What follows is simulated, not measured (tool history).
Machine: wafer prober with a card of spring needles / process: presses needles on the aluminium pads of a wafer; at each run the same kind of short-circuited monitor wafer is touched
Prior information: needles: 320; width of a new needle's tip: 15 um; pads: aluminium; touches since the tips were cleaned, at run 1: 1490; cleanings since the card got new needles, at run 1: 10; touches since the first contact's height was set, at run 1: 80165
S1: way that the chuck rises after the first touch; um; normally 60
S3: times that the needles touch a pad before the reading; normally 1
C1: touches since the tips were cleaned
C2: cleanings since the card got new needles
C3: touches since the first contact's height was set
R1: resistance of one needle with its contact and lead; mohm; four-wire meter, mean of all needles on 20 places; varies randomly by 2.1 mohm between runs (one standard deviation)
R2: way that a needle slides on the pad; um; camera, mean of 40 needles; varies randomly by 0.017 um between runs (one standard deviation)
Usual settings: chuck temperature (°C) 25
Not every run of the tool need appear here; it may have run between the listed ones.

{"run": 1, "day": 0.0, "S1": 60, "chuck temperature (°C)": 25, "S3": 1, "C1": 1490, "C2": 10, "C3": 80165, "R1": 228, "R2": 13.32}
{"run": 2, "day": 0.271, "S1": 42, "chuck temperature (°C)": 25, "S3": 1, "C1": 3910, "C2": 10, "C3": 82585, "R1": 238, "R2": 9.35}
{"day": 0.579, "done": "tips cleaned on abrasive film"}
{"run": 3, "day": 0.625, "S1": 60, "chuck temperature (°C)": 25, "S3": 1, "C1": 420, "C2": 11, "C3": 85690, "R1": 228, "R2": 13.37}
{"run": 4, "day": 0.812, "S1": 60, "chuck temperature (°C)": 25, "S3": 1, "C1": 2057, "C2": 11, "C3": 87327, "R1": 226, "R2": 13.34}
{"run": 5, "day": 0.992, "S1": 60, "chuck temperature (°C)": 25, "S3": 1, "C1": 3684, "C2": 11, "C3": 88954, "R1": 229, "R2": 13.3}
{"day": 1.338, "done": "tips cleaned on abrasive film"}
{"run": 6, "day": 1.371, "S1": 60, "chuck temperature (°C)": 25, "S3": 1, "C1": 314, "C2": 12, "C3": 92281, "R1": 228, "R2": 13.34}
{"run": 7, "day": 1.662, "S1": 60, "chuck temperature (°C)": 45, "S3": 1, "C1": 2897, "C2": 12, "C3": 94864, "R1": 236, "R2": 13.34}
{"run": 8, "day": 1.938, "S1": 48, "chuck temperature (°C)": 25, "S3": 1, "C1": 5320, "C2": 12, "C3": 97287, "R1": 234, "R2": 10.65}
{"day": 2.088, "done": "tips cleaned on abrasive film"}
{"run": 9, "day": 2.379, "S1": 48, "chuck temperature (°C)": 25, "S3": 1, "C1": 2574, "C2": 13, "C3": 101182, "R1": 229, "R2": 10.68}
{"day": 2.675, "done": "height of the first contact set anew"}
{"run": 10, "day": 2.808, "S1": 60, "chuck temperature (°C)": 25, "S3": 1, "C1": 6294, "C2": 13, "C3": 1191, "R1": 227, "R2": 13.31}
{"day": 2.871, "done": "tips cleaned on abrasive film"}
{"run": 11, "day": 3.238, "S1": 60, "chuck temperature (°C)": 25, "S3": 1, "C1": 3239, "C2": 14, "C3": 4950, "R1": 225, "R2": 13.36}
{"run": 12, "day": 3.462, "S1": 60, "chuck temperature (°C)": 25, "S3": 1, "C1": 5245, "C2": 14, "C3": 6956, "R1": 226, "R2": 13.33}
{"day": 3.617, "done": "tips cleaned on abrasive film"}
{"run": 13, "day": 3.779, "S1": 60, "chuck temperature (°C)": 37, "S3": 1, "C1": 1468, "C2": 15, "C3": 9746, "R1": 230, "R2": 13.35}
{"run": 14, "day": 3.979, "S1": 60, "chuck temperature (°C)": 25, "S3": 2, "C1": 3217, "C2": 15, "C3": 11495, "R1": 225, "R2": 13.33}
{"run": 15, "day": 4.167, "S1": 60, "chuck temperature (°C)": 25, "S3": 2, "C1": 4886, "C2": 15, "C3": 13164, "R1": 229, "R2": 13.33}
{"day": 4.354, "done": "tips cleaned on abrasive film"}
{"run": 16, "day": 4.517, "S1": 60, "chuck temperature (°C)": 25, "S3": 2, "C1": 1446, "C2": 16, "C3": 16251, "R1": 227, "R2": 13.3}
{"run": 17, "day": 4.7, "S1": 60, "chuck temperature (°C)": 32, "S3": 1, "C1": 3083, "C2": 16, "C3": 17888, "R1": 230, "R2": 13.33}
{"run": 18, "day": 4.992, "S1": 60, "chuck temperature (°C)": 32, "S3": 1, "C1": 5652, "C2": 16, "C3": 20457, "R1": 229, "R2": 13.32}
{"day": 5.104, "done": "tips cleaned on abrasive film"}
{"run": 19, "day": 5.438, "S1": 60, "chuck temperature (°C)": 32, "S3": 1, "C1": 2948, "C2": 17, "C3": 24385, "R1": 228, "R2": 13.33}
{"run": 20, "day": 5.771, "S1": 60, "chuck temperature (°C)": 27, "S3": 2, "C1": 5925, "C2": 17, "C3": 27362, "R1": 226, "R2": 13.34}
{"day": 5.846, "done": "tips cleaned on abrasive film"}
{"run": 21, "day": 6.033, "S1": 57, "chuck temperature (°C)": 108, "S3": 2, "C1": 1668, "C2": 18, "C3": 29640, "R1": 248, "R2": 12.7}
{"run": 22, "day": 6.338, "S1": 70, "chuck temperature (°C)": 29, "S3": 2, "C1": 4387, "C2": 18, "C3": 32359, "R1": 228, "R2": 15.52}
{"day": 6.592, "done": "tips cleaned on abrasive film"}
{"run": 23, "day": 6.729, "S1": 69, "chuck temperature (°C)": 86, "S3": 2, "C1": 1223, "C2": 19, "C3": 35800, "R1": 239, "R2": 15.32}
{"run": 24, "day": 6.971, "S1": 79, "chuck temperature (°C)": 81, "S3": 3, "C1": 3347, "C2": 19, "C3": 37924, "R1": 233, "R2": 17.57}

Expected results for the next run?
{"day": 7.35, "done": "tips cleaned on abrasive film"}
{"run": 25, "day": 7.371, "S1": 62, "chuck temperature (°C)": 56, "S3": 2, "C1": 217, "C2": 20, "C3": 41464, "R1": "?", "R2": "?"}

{"run 25": {"R1": 237, "R2": 13.8}}
Take away the tool's hidden state, keep the run-to-run variation as it was, and the same run would have given R1 237 mohm, R2 13.8 um.
